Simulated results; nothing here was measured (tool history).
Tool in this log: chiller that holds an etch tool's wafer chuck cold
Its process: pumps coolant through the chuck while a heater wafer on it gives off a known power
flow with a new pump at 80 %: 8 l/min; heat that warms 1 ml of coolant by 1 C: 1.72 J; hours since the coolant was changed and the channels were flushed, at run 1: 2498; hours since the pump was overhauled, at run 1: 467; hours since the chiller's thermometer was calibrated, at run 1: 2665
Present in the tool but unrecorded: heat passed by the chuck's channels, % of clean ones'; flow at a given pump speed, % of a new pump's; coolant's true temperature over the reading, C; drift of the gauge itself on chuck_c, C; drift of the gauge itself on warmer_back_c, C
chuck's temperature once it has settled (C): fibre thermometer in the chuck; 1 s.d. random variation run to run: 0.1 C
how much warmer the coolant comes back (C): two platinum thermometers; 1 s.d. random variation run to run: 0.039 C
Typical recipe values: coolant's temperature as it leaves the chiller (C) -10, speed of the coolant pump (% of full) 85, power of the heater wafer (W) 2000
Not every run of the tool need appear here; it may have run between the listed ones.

run	day	coolant's temperature as it leaves the chiller (C)	speed of the coolant pump (% of full)	power of the heater wafer (W)	hours since the coolant was changed and the channels were flushed	hours since the pump was overhauled	hours since the chiller's thermometer was calibrated	chuck's temperature once it has settled (C)	how much warmer the coolant comes back (C)
1	0.000	-10	85	2000	2498	467	2665	7.4	8.27
2	1.192	-10	85	2000	2526	495	2694	7.5	8.31
3	2.138	-10	85	2000	2549	518	2716	7.4	8.34
4	3.050	-10	85	2000	2571	540	2738	7.3	8.24
5	4.550	-5	85	2000	2607	576	2774	12.4	8.28
6	6.317	-5	85	2000	2649	618	2817	12.5	8.29
7	7.925	-5	85	2000	2688	657	2855	12.6	8.30
8	8.683	-5	85	2000	2706	675	2873	12.4	8.20
9	9.446	-5	85	2000	2724	693	2892	12.6	8.25
10	10.971	-5	85	2000	2761	730	2928	12.5	8.30
11	11.996	-10	85	2000	2786	754	2953	7.6	8.28
12	13.196	-10	85	2000	2814	783	2982	7.5	8.28
13	14.542	-10	85	2000	2847	816	3014	7.6	8.35
14	16.092	-10	85	2000	2884	853	3051	7.6	8.31
15	16.904	-10	85	2000	2903	872	3071	7.8	8.34
16	18.088	-10	85	2000	2932	901	3099	7.6	8.38
17	18.862	-10	85	2000	2951	919	3118	7.7	8.39
18	20.388	-10	85	2000	2987	956	3154	7.8	8.33
19	22.075	-1	85	1300	3028	996	3195	10.5	5.46
20	23.192	-9	61	1300	3054	1023	3222	5.7	7.67
21	24.133	-9	61	1300	3077	1046	3244	5.7	7.83
22	25.029	-9	61	1300	3099	1067	3266	5.9	7.74
23	26.746	-9	61	1300	3140	1109	3307	5.7	7.80
24	27.704	-16	100	2240	3163	1131	3330	1.6	7.87
25	28.858	-16	100	2240	3190	1159	3358	1.6	8.02
26	30.100	-16	85	1358	3220	1189	3387	-3.8	5.71
27	30.958	-16	85	1358	3241	1210	3408	-3.8	5.75
28	32.046	-6	85	2000	3267	1236	3434	11.9	8.43
29	32.892	-3	71	2310	3287	1256	3454	20.7	11.87
30	33.858	-3	71	2310	3310	1279	3478	20.7	11.83
31	35.629	-10	64	1022	3353	1322	3520	1.4	5.81

Same runs, no hidden state in the tool, same run-to-run variation:
run	chuck's temperature once it has settled (C)	how much warmer the coolant comes back (C)
1	6.6	8.19
2	6.7	8.22
3	6.6	8.25
4	6.5	8.14
5	11.5	8.17
6	11.6	8.17
7	11.6	8.18
8	11.4	8.07
9	11.6	8.12
10	11.5	8.15
11	6.6	8.13
12	6.5	8.12
13	6.5	8.18
14	6.5	8.13
15	6.7	8.15
16	6.5	8.19
17	6.6	8.20
18	6.6	8.13
19	9.9	5.32
20	4.8	7.46
21	4.8	7.62
22	4.9	7.52
23	4.7	7.57
24	0.3	7.63
25	0.3	7.78
26	-4.6	5.54
27	-4.6	5.57
28	10.6	8.16
29	18.9	11.47
30	18.8	11.44
31	0.6	5.60
